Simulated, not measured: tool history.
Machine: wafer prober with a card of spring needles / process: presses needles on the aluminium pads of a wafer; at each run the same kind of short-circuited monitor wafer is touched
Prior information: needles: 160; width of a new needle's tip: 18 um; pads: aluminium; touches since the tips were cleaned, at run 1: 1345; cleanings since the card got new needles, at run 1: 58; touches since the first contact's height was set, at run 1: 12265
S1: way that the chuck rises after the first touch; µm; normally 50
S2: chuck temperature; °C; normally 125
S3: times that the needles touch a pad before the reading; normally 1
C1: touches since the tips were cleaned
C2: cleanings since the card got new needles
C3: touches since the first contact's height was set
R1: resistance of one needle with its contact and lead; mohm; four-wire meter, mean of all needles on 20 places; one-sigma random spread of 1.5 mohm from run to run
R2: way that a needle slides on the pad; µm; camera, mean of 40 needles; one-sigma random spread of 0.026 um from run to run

Run 1, hour 0: usual settings; C1 1345; C2 58; C3 12265. Result: R1 258 mohm, R2 8.94 µm.
At hour 10.6: tips cleaned on abrasive film.
At hour 23.8: tips cleaned on abrasive film.
At hour 37: tips cleaned on abrasive film.
Run 2, hour 46.6: usual settings but S1 54 µm; C1 5751; C2 61; C3 39856. Result: R1 403 mohm, R2 9.63 µm.
At hour 49.3: tips cleaned on abrasive film.
At hour 59.9: tips cleaned on abrasive film.
At hour 73.1: tips cleaned on abrasive film.
At hour 83.7: tips cleaned on abrasive film.
At hour 96.9: tips cleaned on abrasive film.
Run 3, hour 107.2: usual settings; C1 6159; C2 66; C3 75656. Result: R1 478 mohm, R2 8.82 µm.
At hour 109.9: tips cleaned on abrasive film.
At hour 123.1: tips cleaned on abrasive film.
At hour 136.3: tips cleaned on abrasive film.
At hour 149.5: tips cleaned on abrasive film.
At hour 160.1: tips cleaned on abrasive film.
Run 4, hour 161.9: usual settings; C1 1098; C2 71; C3 107955. Result: R1 276 mohm, R2 8.8 µm.
At hour 172.5: tips cleaned on abrasive film.
At hour 183.1: tips cleaned on abrasive film.
At hour 195.6: tips cleaned on abrasive film.
Run 5, hour 195.6: usual settings; C1 0; C2 74; C3 127871. Result: R1 154 mohm, R2 8.72 µm.
At hour 208.8: tips cleaned on abrasive film.
At hour 222: tips cleaned on abrasive film.
At hour 235.2: tips cleaned on abrasive film.
Run 6, hour 236.1: usual settings; C1 525; C2 77; C3 151797. Result: R1 219 mohm, R2 8.67 µm.
At hour 246.7: tips cleaned on abrasive film.
At hour 259.9: tips cleaned on abrasive film.
At hour 272.1: tips cleaned on abrasive film.
Run 7, hour 272.1: usual settings but S2 69 °C; C1 0; C2 80; C3 173093. Result: R1 151 mohm, R2 8.67 µm.
At hour 282.7: tips cleaned on abrasive film.
At hour 295.9: tips cleaned on abrasive film.
At hour 309.1: tips cleaned on abrasive film.
At hour 319.7: tips cleaned on abrasive film.
At hour 332.9: tips cleaned on abrasive film.
At hour 335.8: height of the first contact set anew.
Run 8, hour 340.8: usual settings but S2 69 °C; C1 4561; C2 85; C3 3000. Result: R1 445 mohm, R2 8.99 µm.
At hour 346.2: tips cleaned on abrasive film.
At hour 356.7: tips cleaned on abrasive film.
At hour 369.9: tips cleaned on abrasive film.
At hour 380.6: tips cleaned on abrasive film.
Run 9, hour 380.6: usual settings but S2 69 °C; C1 0; C2 89; C3 26439. Result: R1 151 mohm, R2 8.95 µm.
At hour 393.7: tips cleaned on abrasive film.
At hour 406.9: tips cleaned on abrasive film.
At hour 420.1: tips cleaned on abrasive film.
At hour 433.3: tips cleaned on abrasive film.
Run 10, hour 439.8: usual settings but S2 69 °C; C1 3898; C2 93; C3 61515. Result: R1 441 mohm, R2 8.93 µm.
At hour 445.2: tips cleaned on abrasive film.
At hour 458.4: tips cleaned on abrasive film.
At hour 471.6: tips cleaned on abrasive film.
At hour 484.8: tips cleaned on abrasive film.
At hour 497.9: tips cleaned on abrasive film.
At hour 511.1: tips cleaned on abrasive film.
Run 11, hour 512.3: usual settings but S2 69 °C; C1 712; C2 99; C3 104346. Result: R1 246 mohm, R2 8.84 µm.
At hour 522.9: tips cleaned on abrasive film.
At hour 533.5: tips cleaned on abrasive film.
At hour 546.7: tips cleaned on abrasive film.
At hour 557.2: tips cleaned on abrasive film.
Run 12, hour 564.7: usual settings but S2 69 °C; C1 4440; C2 103; C3 135305. Result: R1 498 mohm, R2 8.78 µm.
At hour 570: tips cleaned on abrasive film.
At hour 583.2: tips cleaned on abrasive film.
At hour 596.4: tips cleaned on abrasive film.
At hour 607.7: tips cleaned on abrasive film.
Run 13, hour 607.7: usual settings but S2 69 °C; C1 0; C2 107; C3 160710. Result: R1 162 mohm, R2 8.65 µm.
At hour 620.9: tips cleaned on abrasive film.
At hour 634.1: tips cleaned on abrasive film.
At hour 647.3: tips cleaned on abrasive film.
At hour 660.5: tips cleaned on abrasive film.
At hour 671.1: tips cleaned on abrasive film.
Run 14, hour 672.7: usual settings but S1 34 µm, S2 27 °C, S3 3; C1 947; C2 112; C3 199096. Result: R1 233 mohm, R2 5.73 µm.
At hour 683.2: tips cleaned on abrasive film.
At hour 694: height of the first contact set anew.
At hour 696.7: tips cleaned on abrasive film.
At hour 709.9: tips cleaned on abrasive film.
At hour 723.1: tips cleaned on abrasive film.
At hour 736.3: tips cleaned on abrasive film.
Run 15, hour 741.2: usual settings but S1 34 µm, S2 27 °C, S3 3; C1 2886; C2 117; C3 27847. Result: R1 389 mohm, R2 6.11 µm.
At hour 749.1: tips cleaned on abrasive film.
At hour 762.3: tips cleaned on abrasive film.
At hour 775.5: tips cleaned on abrasive film.
At hour 788.7: tips cleaned on abrasive film.
At hour 799.3: tips cleaned on abrasive film.
Run 16, hour 809.4: usual settings but S1 34 µm, S2 27 °C, S3 3; C1 6033; C2 122; C3 68201. Result: R1 474 mohm, R2 6.03 µm.
At hour 812.1: tips cleaned on abrasive film.
At hour 825.3: tips cleaned on abrasive film.
At hour 838.5: tips cleaned on abrasive film.
At hour 849.1: tips cleaned on abrasive film.
Run 17, hour 849.1: usual settings but S1 38 µm, S2 90 °C; C1 0; C2 126; C3 91605. Result: R1 206 mohm, R2 6.64 µm.
At hour 862.2: tips cleaned on abrasive film.
At hour 875.4: tips cleaned on abrasive film.
At hour 888.6: tips cleaned on abrasive film.
Run 18, hour 899: usual settings but S1 38 µm, S2 90 °C; C1 6197; C2 129; C3 121157. Result: R1 862 mohm, R2 6.67 µm.
At hour 901.7: tips cleaned on abrasive film.
At hour 914.9: tips cleaned on abrasive film.
At hour 925.5: tips cleaned on abrasive film.
At hour 936: tips cleaned on abrasive film.
At hour 949.2: tips cleaned on abrasive film.
Run 19, hour 958.2: usual settings but S1 48 µm, S2 96 °C, S3 3; C1 5366; C2 134; C3 156165. Result: R1 299 mohm, R2 8.32 µm.
At hour 961: tips cleaned on abrasive film.
At hour 974.1: tips cleaned on abrasive film.
At hour 984.7: tips cleaned on abrasive film.
At hour 997.9: tips cleaned on abrasive film.
At hour 1011.1: tips cleaned on abrasive film.
Run 20, hour 1019: usual settings but S1 48 µm, S2 56 °C, S3 2; C1 4696; C2 139; C3 192061. Result: R1 407 mohm, R2 8.26 µm.
At hour 1021.7: tips cleaned on abrasive film.
At hour 1034.9: tips cleaned on abrasive film.
At hour 1048.1: tips cleaned on abrasive film.
At hour 1051: height of the first contact set anew.
Run 21, hour 1054.1: usual settings but S1 48 µm, S2 56 °C, S3 2; C1 3406; C2 142; C3 1846. Result: R1 350 mohm, R2 8.62 µm.
At hour 1059.4: tips cleaned on abrasive film.
At hour 1072.6: tips cleaned on abrasive film.
At hour 1083.2: tips cleaned on abrasive film.
At hour 1096.4: tips cleaned on abrasive film.
Run 22, hour 1101.8: usual settings but S1 37 µm, S2 61 °C, S3 2; C1 3237; C2 146; C3 30046. Result: R1 476 mohm, R2 6.61 µm.
At hour 1107.2: tips cleaned on abrasive film.
At hour 1120.3: tips cleaned on abrasive film.
At hour 1133.5: tips cleaned on abrasive film.
At hour 1144.1: tips cleaned on abrasive film.
At hour 1157.3: tips cleaned on abrasive film.
At hour 1170.5: tips cleaned on abrasive film.
Run 23, hour 1172.3: usual settings but S1 34 µm, S2 61 °C, S3 2; C1 1070; C2 152; C3 71677. Result: R1 383 mohm, R2 5.99 µm.
At hour 1182.9: tips cleaned on abrasive film.
At hour 1196.1: tips cleaned on abrasive film.
At hour 1209.2: tips cleaned on abrasive film.
At hour 1222.4: tips cleaned on abrasive film.
At hour 1235.6: tips cleaned on abrasive film.
Run 24, hour 1241.6: usual settings but S1 34 µm, S2 61 °C, S3 2; C1 3566; C2 157; C3 112683. Result: R1 635 mohm, R2 5.86 µm.
At hour 1247: tips cleaned on abrasive film.
At hour 1260.1: tips cleaned on abrasive film.
At hour 1270.7: tips cleaned on abrasive film.
At hour 1283.9: tips cleaned on abrasive film.
At hour 1297.1: tips cleaned on abrasive film.
Run 25, hour 1298.7: usual settings but S1 37 µm, S2 106 °C, S3 2; C1 931; C2 162; C3 146374. Result: R1 310 mohm, R2 6.37 µm.
At hour 1309.2: tips cleaned on abrasive film.
At hour 1322.4: tips cleaned on abrasive film.
At hour 1335.6: tips cleaned on abrasive film.
Run 26, hour 1336.6: usual settings but S1 37 µm, S2 27 °C, S3 2; C1 567; C2 165; C3 168780. Result: R1 304 mohm, R2 6.31 µm.

Here are 3 independent what-if runs from the current tool condition. What would each one return?
At hour 1347.2: tips cleaned on abrasive film.
At hour 1360.3: tips cleaned on abrasive film.
At hour 1373.5: tips cleaned on abrasive film.
At hour 1386.7: tips cleaned on abrasive film.
At hour 1397.3: tips cleaned on abrasive film.
At hour 1408.1: height of the first contact set anew.
At hour 1410.1: tips cleaned on abrasive film.
Run A, hour 1410.1: usual settings but S1 34 µm, S2 88 °C; C1 0; C2 171; C3 1137. Result: R1 ?, R2 ?.
At hour 1347.2: tips cleaned on abrasive film.
At hour 1360.3: tips cleaned on abrasive film.
At hour 1373.5: tips cleaned on abrasive film.
At hour 1386.7: tips cleaned on abrasive film.
At hour 1397.3: tips cleaned on abrasive film.
At hour 1408.1: height of the first contact set anew.
At hour 1410.1: tips cleaned on abrasive film.
Run B, hour 1410.1: usual settings but S2 53 °C; C1 0; C2 171; C3 1137. Result: R1 ?, R2 ?.
At hour 1347.2: tips cleaned on abrasive film.
At hour 1360.3: tips cleaned on abrasive film.
At hour 1373.5: tips cleaned on abrasive film.
At hour 1386.7: tips cleaned on abrasive film.
At hour 1397.3: tips cleaned on abrasive film.
At hour 1408.1: height of the first contact set anew.
At hour 1410.1: tips cleaned on abrasive film.
Run C, hour 1410.1: usual settings but S1 37 µm, S2 27 °C, S3 2; C1 0; C2 171; C3 1137. Result: R1 ?, R2 ?.

run   R1    R2
  A  251  6.12
  B  180     9
  C  192  6.65
Without the tool's hidden state the same runs would have given:
run   R1    R2
  A  136  6.14
  B  121  9.02
  C  125  6.66
